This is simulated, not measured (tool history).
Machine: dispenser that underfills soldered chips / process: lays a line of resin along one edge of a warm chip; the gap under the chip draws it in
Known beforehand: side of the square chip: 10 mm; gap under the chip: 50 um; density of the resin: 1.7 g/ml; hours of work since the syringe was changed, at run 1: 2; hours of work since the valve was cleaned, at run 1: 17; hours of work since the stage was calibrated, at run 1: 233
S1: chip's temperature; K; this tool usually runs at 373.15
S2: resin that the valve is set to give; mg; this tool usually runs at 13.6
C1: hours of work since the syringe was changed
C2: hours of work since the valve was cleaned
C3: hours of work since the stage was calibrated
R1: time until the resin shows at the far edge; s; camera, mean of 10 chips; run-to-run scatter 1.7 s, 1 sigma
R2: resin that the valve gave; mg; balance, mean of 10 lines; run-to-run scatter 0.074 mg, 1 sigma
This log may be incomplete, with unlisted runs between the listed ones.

Run 1, day 0.000: usual settings; C1 2; C2 17; C3 233. Result: R1 195.8 s, R2 13.50 mg.
At day 0.171: new syringe of resin.
Run 2, day 0.242: usual settings; C1 1; C2 21; C3 237. Result: R1 174.5 s, R2 13.48 mg.
Run 3, day 0.412: usual settings; C1 4; C2 24; C3 240. Result: R1 223.3 s, R2 13.46 mg.
At day 0.483: new syringe of resin.
Run 4, day 0.721: usual settings; C1 4; C2 30; C3 245. Result: R1 231.5 s, R2 13.27 mg.
At day 0.796: new syringe of resin.
Run 5, day 1.021: usual settings but S2 14.7 mg; C1 4; C2 35; C3 251. Result: R1 217.4 s, R2 14.39 mg.
At day 1.112: new syringe of resin.
Run 6, day 1.358: usual settings but S1 370.15 K; C1 4; C2 41; C3 257. Result: R1 252.5 s, R2 13.16 mg.
At day 1.404: new syringe of resin.
Run 7, day 1.662: usual settings but S1 388.15 K; C1 5; C2 46; C3 262. Result: R1 157.5 s, R2 12.99 mg.
At day 1.721: new syringe of resin.
Run 8, day 1.938: usual settings but S1 388.15 K; C1 4; C2 51; C3 266. Result: R1 152.9 s, R2 13.02 mg.
At day 2.017: new syringe of resin.
Run 9, day 2.183: usual settings but S1 388.15 K; C1 3; C2 55; C3 271. Result: R1 138.7 s, R2 13.07 mg.
At day 2.312: new syringe of resin.
Run 10, day 2.400: usual settings but S1 372.15 K; C1 2; C2 59; C3 274. Result: R1 186.7 s, R2 13.07 mg.
At day 2.608: new syringe of resin.
Run 11, day 2.708: usual settings but S1 372.15 K; C1 2; C2 64; C3 280. Result: R1 192.2 s, R2 13.02 mg.
At day 2.925: new syringe of resin.
Run 12, day 3.029: usual settings but S1 372.15 K; C1 2; C2 69; C3 285. Result: R1 196.7 s, R2 12.90 mg.
At day 3.229: new syringe of resin.
Run 13, day 3.354: usual settings but S1 372.15 K; C1 2; C2 75; C3 291. Result: R1 201.1 s, R2 12.96 mg.
At day 3.538: new syringe of resin.
Run 14, day 3.621: usual settings but S1 372.15 K; C1 2; C2 80; C3 295. Result: R1 185.1 s, R2 12.77 mg.
At day 3.829: dispensing valve cleaned and set on the balance.
At day 3.888: new syringe of resin.
Run 15, day 3.925: usual settings but S1 372.15 K; C1 1; C2 1; C3 300. Result: R1 174.6 s, R2 13.66 mg.
Run 16, day 4.108: usual settings but S1 367.15 K, S2 16.0 mg; C1 4; C2 5; C3 303. Result: R1 252.5 s, R2 15.96 mg.
At day 4.183: new syringe of resin.
Run 17, day 4.283: usual settings but S1 367.15 K, S2 16.0 mg; C1 2; C2 8; C3 306. Result: R1 213.2 s, R2 15.82 mg.
At day 4.479: new syringe of resin.
Run 18, day 4.675: usual settings but S1 370.15 K, S2 12.4 mg; C1 4; C2 14; C3 313. Result: R1 236.3 s, R2 12.29 mg.
At day 4.771: new syringe of resin.
Run 19, day 4.925: usual settings but S1 360.15 K, S2 12.4 mg; C1 3; C2 19; C3 317. Result: R1 290.2 s, R2 12.13 mg.
At day 5.083: new syringe of resin.
Run 20, day 5.146: usual settings but S1 380.15 K, S2 12.0 mg; C1 1; C2 22; C3 321. Result: R1 149.2 s, R2 11.82 mg.
At day 5.379: new syringe of resin.
Run 21, day 5.442: usual settings but S1 382.15 K, S2 15.5 mg; C1 1; C2 28; C3 326. Result: R1 134.0 s, R2 15.22 mg.
Run 22, day 5.596: usual settings but S1 382.15 K, S2 15.5 mg; C1 4; C2 30; C3 329. Result: R1 170.1 s, R2 15.22 mg.
At day 5.671: new syringe of resin.
Run 23, day 5.933: usual settings but S1 384.15 K, S2 12.3 mg; C1 5; C2 36; C3 335. Result: R1 178.8 s, R2 12.01 mg.
At day 5.979: new syringe of resin.
At day 6.288: new syringe of resin.
Run 24, day 6.292: usual settings but S1 384.15 K, S2 12.3 mg; C1 0; C2 42; C3 341. Result: R1 122.1 s, R2 11.82 mg.
Run 25, day 6.462: usual settings but S1 384.15 K, S2 12.3 mg; C1 3; C2 45; C3 344. Result: R1 155.9 s, R2 11.78 mg.
At day 6.579: new syringe of resin.
Run 26, day 6.712: usual settings but S1 384.15 K, S2 12.3 mg; C1 2; C2 49; C3 348. Result: R1 147.6 s, R2 11.86 mg.
At day 6.871: new syringe of resin.
Run 27, day 7.062: usual settings but S1 379.15 K, S2 12.0 mg; C1 3; C2 56; C3 354. Result: R1 183.7 s, R2 11.49 mg.
At day 7.175: new syringe of resin.
Run 28, day 7.321: usual settings but S1 387.15 K, S2 12.7 mg; C1 3; C2 60; C3 358. Result: R1 142.1 s, R2 11.94 mg.
At day 7.475: new syringe of resin.
Run 29, day 7.525: usual settings but S1 387.15 K, S2 12.7 mg; C1 1; C2 63; C3 362. Result: R1 119.2 s, R2 12.23 mg.

4 options for the next run, each taken on its own from the tool as it stands now. Forecast them:
At day 7.767: new syringe of resin.
Run A, day 7.912: usual settings but S1 382.15 K, S2 14.2 mg; C1 3; C2 70; C3 369. Result: R1 ?, R2 ?.
At day 7.767: new syringe of resin.
Run B, day 7.912: usual settings but S1 379.15 K, S2 14.3 mg; C1 3; C2 70; C3 369. Result: R1 ?, R2 ?.
At day 7.767: new syringe of resin.
Run C, day 7.912: usual settings but S1 385.15 K, S2 12.8 mg; C1 3; C2 70; C3 369. Result: R1 ?, R2 ?.
At day 7.767: new syringe of resin.
Run D, day 7.912: usual settings but S1 387.15 K, S2 16.0 mg; C1 3; C2 70; C3 369. Result: R1 ?, R2 ?.

run     R1     R2
  A  157.4  13.49
  B  165.3  13.60
  C  147.9  12.19
  D  139.5  15.01
Without the tool's hidden state the same runs would have given:
run     R1     R2
  A  132.8  14.24
  B  139.6  14.36
  C  124.2  12.87
  D  118.0  15.85
